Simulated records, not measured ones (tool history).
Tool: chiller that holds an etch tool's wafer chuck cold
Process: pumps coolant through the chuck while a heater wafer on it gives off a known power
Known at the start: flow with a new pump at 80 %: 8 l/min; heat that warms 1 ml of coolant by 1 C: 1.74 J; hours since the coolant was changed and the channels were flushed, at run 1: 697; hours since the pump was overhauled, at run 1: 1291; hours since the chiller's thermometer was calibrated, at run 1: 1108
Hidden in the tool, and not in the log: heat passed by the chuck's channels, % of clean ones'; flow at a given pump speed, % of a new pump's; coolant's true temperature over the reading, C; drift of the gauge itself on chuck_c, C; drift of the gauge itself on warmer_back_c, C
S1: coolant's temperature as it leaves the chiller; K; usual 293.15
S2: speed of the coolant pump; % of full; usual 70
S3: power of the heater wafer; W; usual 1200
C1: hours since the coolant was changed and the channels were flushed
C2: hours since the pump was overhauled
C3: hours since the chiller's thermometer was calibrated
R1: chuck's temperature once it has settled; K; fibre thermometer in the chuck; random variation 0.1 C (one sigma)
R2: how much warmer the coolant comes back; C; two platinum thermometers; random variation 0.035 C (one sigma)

Run 1, hour 0.0: usual settings; C1 697; C2 1291; C3 1108. Result: R1 305.35 K, R2 6.20 C.
Run 2, hour 30.4: usual settings; C1 728; C2 1321; C3 1138. Result: R1 305.45 K, R2 6.15 C.
Run 3, hour 63.7: usual settings; C1 761; C2 1355; C3 1172. Result: R1 305.45 K, R2 6.16 C.
Run 4, hour 96.4: usual settings; C1 794; C2 1387; C3 1205. Result: R1 305.45 K, R2 6.22 C.
Run 5, hour 112.9: usual settings; C1 810; C2 1404; C3 1221. Result: R1 305.55 K, R2 6.20 C.
Run 6, hour 132.0: usual settings but S2 100 % of full; C1 829; C2 1423; C3 1240. Result: R1 301.95 K, R2 4.13 C.
Run 7, hour 164.6: usual settings; C1 862; C2 1456; C3 1273. Result: R1 305.65 K, R2 6.20 C.
Run 8, hour 198.2: usual settings but S2 74 % of full; C1 896; C2 1489; C3 1306. Result: R1 304.95 K, R2 5.75 C.
Run 9, hour 235.0: usual settings but S2 74 % of full; C1 932; C2 1526; C3 1343. Result: R1 304.95 K, R2 5.87 C.
Run 10, hour 254.4: usual settings but S2 67 % of full; C1 952; C2 1545; C3 1362. Result: R1 306.05 K, R2 6.50 C.
Run 11, hour 285.6: usual settings but S2 67 % of full; C1 983; C2 1577; C3 1394. Result: R1 306.05 K, R2 6.52 C.
Run 12, hour 304.8: usual settings but S2 67 % of full; C1 1002; C2 1596; C3 1413. Result: R1 305.95 K, R2 6.51 C.
Run 13, hour 325.7: usual settings; C1 1023; C2 1617; C3 1434. Result: R1 305.65 K, R2 6.20 C.
Run 14, hour 343.8: usual settings; C1 1041; C2 1635; C3 1452. Result: R1 305.55 K, R2 6.22 C.
Run 15, hour 368.2: usual settings; C1 1066; C2 1659; C3 1476. Result: R1 305.75 K, R2 6.24 C.
Run 16, hour 390.9: usual settings but S2 75 % of full; C1 1088; C2 1682; C3 1499. Result: R1 304.95 K, R2 5.83 C.
Run 17, hour 418.7: usual settings but S2 98 % of full; C1 1116; C2 1710; C3 1527. Result: R1 302.35 K, R2 4.35 C.
Run 18, hour 445.9: usual settings but S1 302.15 K, S2 82 % of full, S3 1308 W; C1 1143; C2 1737; C3 1554. Result: R1 313.95 K, R2 5.71 C.
Run 19, hour 478.5: usual settings but S3 1084 W; C1 1176; C2 1769; C3 1587. Result: R1 304.45 K, R2 5.68 C.
Run 20, hour 504.6: usual settings but S1 299.15 K, S2 93 % of full, S3 1098 W; C1 1202; C2 1796; C3 1613. Result: R1 308.15 K, R2 4.15 C.

Forecast run 21:
At hour 509.1: chiller's thermometer calibrated.
Run 21, hour 530.2: usual settings but S1 299.15 K, S2 71 % of full, S3 702 W; C1 1227; C2 1820; C3 21. Result: R1 ?, R2 ?.

R1: 306.55 K
R2: 3.61 C
Without the tool's hidden state the same run would have given R1 306.05 K, R2 3.46 C.
